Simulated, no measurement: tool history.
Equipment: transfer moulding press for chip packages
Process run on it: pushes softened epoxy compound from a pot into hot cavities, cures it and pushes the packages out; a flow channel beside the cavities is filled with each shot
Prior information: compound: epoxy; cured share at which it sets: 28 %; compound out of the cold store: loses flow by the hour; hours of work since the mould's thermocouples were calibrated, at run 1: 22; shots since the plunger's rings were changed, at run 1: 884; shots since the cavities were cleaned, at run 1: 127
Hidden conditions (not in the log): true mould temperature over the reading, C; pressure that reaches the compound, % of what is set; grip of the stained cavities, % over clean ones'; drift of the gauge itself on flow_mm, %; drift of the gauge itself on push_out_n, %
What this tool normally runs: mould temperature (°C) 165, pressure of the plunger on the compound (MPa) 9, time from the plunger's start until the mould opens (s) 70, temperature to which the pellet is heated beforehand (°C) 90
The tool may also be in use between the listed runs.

run     day  mould temperature (°C)  pressure of the plunger on the compound (MPa)  time from the plunger's start until the mould opens (s)  temperature to which the pellet is heated beforehand (°C)  hours of work since the mould's thermocouples were calibrated  shots since the plunger's rings were changed  shots since the cavities were cleaned  incoming compound's hours out of the cold store  length that the compound runs in the flow channel (mm)  greatest force on the pins that push the packages out (N)
  1       0                     165                                              9                                                       70                                                         90                                                             22                                           884                                    127                                             47.1                                                     797                                                        319
      1.508  -- cavities cleaned with cleaning compound and waxed
      3.312  -- cavities cleaned with cleaning compound and waxed
  2   3.312                     165                                              9                                                       70                                                         90                                                             83                                          2302                                      0                                             37.5                                                     806                                                        303
      5.254  -- cavities cleaned with cleaning compound and waxed
  3   5.254                     165                                              9                                                       70                                                         90                                                            119                                          3137                                      0                                             36.4                                                     801                                                        300
      7.108  -- cavities cleaned with cleaning compound and waxed
  4   7.321                     165                                              9                                                       70                                                         90                                                            157                                          4027                                     95                                             45.6                                                     768                                                        328
      9.062  -- cavities cleaned with cleaning compound and waxed
  5   9.883                     165                                              9                                                       57                                                         90                                                            205                                          5139                                    365                                             31.6                                                     802                                                        671
     10.921  -- cavities cleaned with cleaning compound and waxed
  6  11.558                     165                                              9                                                       57                                                         90                                                            236                                          5856                                    284                                             18.2                                                     830                                                        687
     12.112  -- plunger's sealing rings changed
     12.846  -- cavities cleaned with cleaning compound and waxed
  7  13.438                     173                                              9                                                       57                                                         90                                                            268                                           561                                    264                                             32.5                                                     819                                                        355
     14.779  -- cavities cleaned with cleaning compound and waxed
     16.608  -- cavities cleaned with cleaning compound and waxed
  8  16.633                     165                                              9                                                       70                                                         90                                                            327                                          1925                                     10                                             26.6                                                     848                                                        315
     18.525  -- cavities cleaned with cleaning compound and waxed
  9  19.221                     160                                              9                                                       70                                                         90                                                            375                                          3048                                    310                                              9.8                                                     922                                                        604
     19.475  -- mould's thermocouples calibrated
     20.404  -- cavities cleaned with cleaning compound and waxed
 10  21.725                     160                                              9                                                       70                                                         90                                                             42                                          4097                                    587                                             44.5                                                     788                                                        602
     22.333  -- cavities cleaned with cleaning compound and waxed
 11  23.129                     172                                           7.65                                                      107                                                         97                                                             67                                          4693                                    355                                               32                                                     716                                                        265
     24.217  -- cavities cleaned with cleaning compound and waxed
 12  24.908                     165                                           7.88                                                       70                                                         90                                                            100                                          5456                                    307                                             28.8                                                     754                                                        387
     26.046  -- cavities cleaned with cleaning compound and waxed
     26.304  -- plunger's sealing rings changed
 13    26.5                     167                                           9.33                                                       70                                                         90                                                            127                                            86                                    155                                             44.8                                                     819                                                        294
     28.038  -- cavities cleaned with cleaning compound and waxed
 14    28.3                     167                                           9.33                                                       70                                                         90                                                            161                                           858                                    117                                             39.7                                                     827                                                        301
       29.1  -- mould's thermocouples calibrated, once more
     30.138  -- cavities cleaned with cleaning compound and waxed
 15  30.921                     157                                           9.65                                                       63                                                         99                                                             34                                          1958                                    347                                             17.1                                                     942                                                        834
     32.112  -- cavities cleaned with cleaning compound and waxed
 16  33.608                     157                                           9.65                                                       63                                                         99                                                             84                                          3126                                    665                                             43.3                                                     843                                                        862
     34.108  -- cavities cleaned with cleaning compound and waxed
     35.967  -- cavities cleaned with cleaning compound and waxed
 17  36.321                     157                                           9.65                                                       63                                                         99                                                            133                                          4277                                    159                                             14.1                                                     922                                                        752
     37.829  -- cavities cleaned with cleaning compound and waxed
 18  38.712                     165                                            6.9                                                       58                                                         90                                                            178                                          5312                                    393                                             39.9                                                     670                                                        624
     39.771  -- cavities cleaned with cleaning compound and waxed
     40.517  -- plunger's sealing rings changed
 19  40.829                     165                                            6.9                                                       58                                                         90                                                            215                                           140                                    426                                             27.8                                                     754                                                        660
     41.642  -- cavities cleaned with cleaning compound and waxed
 20  42.862                     165                                            9.2                                                       70                                                         90                                                            253                                          1016                                    544                                             16.7                                                     910                                                        426

Forecast each of these 4 alternatives for the next run:
     43.438  -- cavities cleaned with cleaning compound and waxed
  A  44.388                     157                                            9.2                                                       79                                                         98                                                            281                                          1666                                    424                                             13.2                                                       ?                                                          ?
     43.438  -- cavities cleaned with cleaning compound and waxed
  B  44.388                     163                                              9                                                       99                                                         92                                                            281                                          1666                                    424                                             11.8                                                       ?                                                          ?
     43.438  -- cavities cleaned with cleaning compound and waxed
  C  44.388                     165                                              9                                                       70                                                         93                                                            281                                          1666                                    424                                             35.3                                                       ?                                                          ?
     43.438  -- cavities cleaned with cleaning compound and waxed
  D  44.388                     173                                              9                                                       54                                                         90                                                            281                                          1666                                    424                                             20.1                                                       ?                                                          ?

run  length that the compound runs in the flow channel (mm)  greatest force on the pins that push the packages out (N)
  A                                                     933                                                        546
  B                                                     916                                                        277
  C                                                     827                                                        385
  D                                                     855                                                        462
Had the tool no hidden state, the same runs would have come out as:
run  length that the compound runs in the flow channel (mm)  greatest force on the pins that push the packages out (N)
  A                                                     951                                                        399
  B                                                     934                                                        209
  C                                                     843                                                        282
  D                                                     871                                                        339
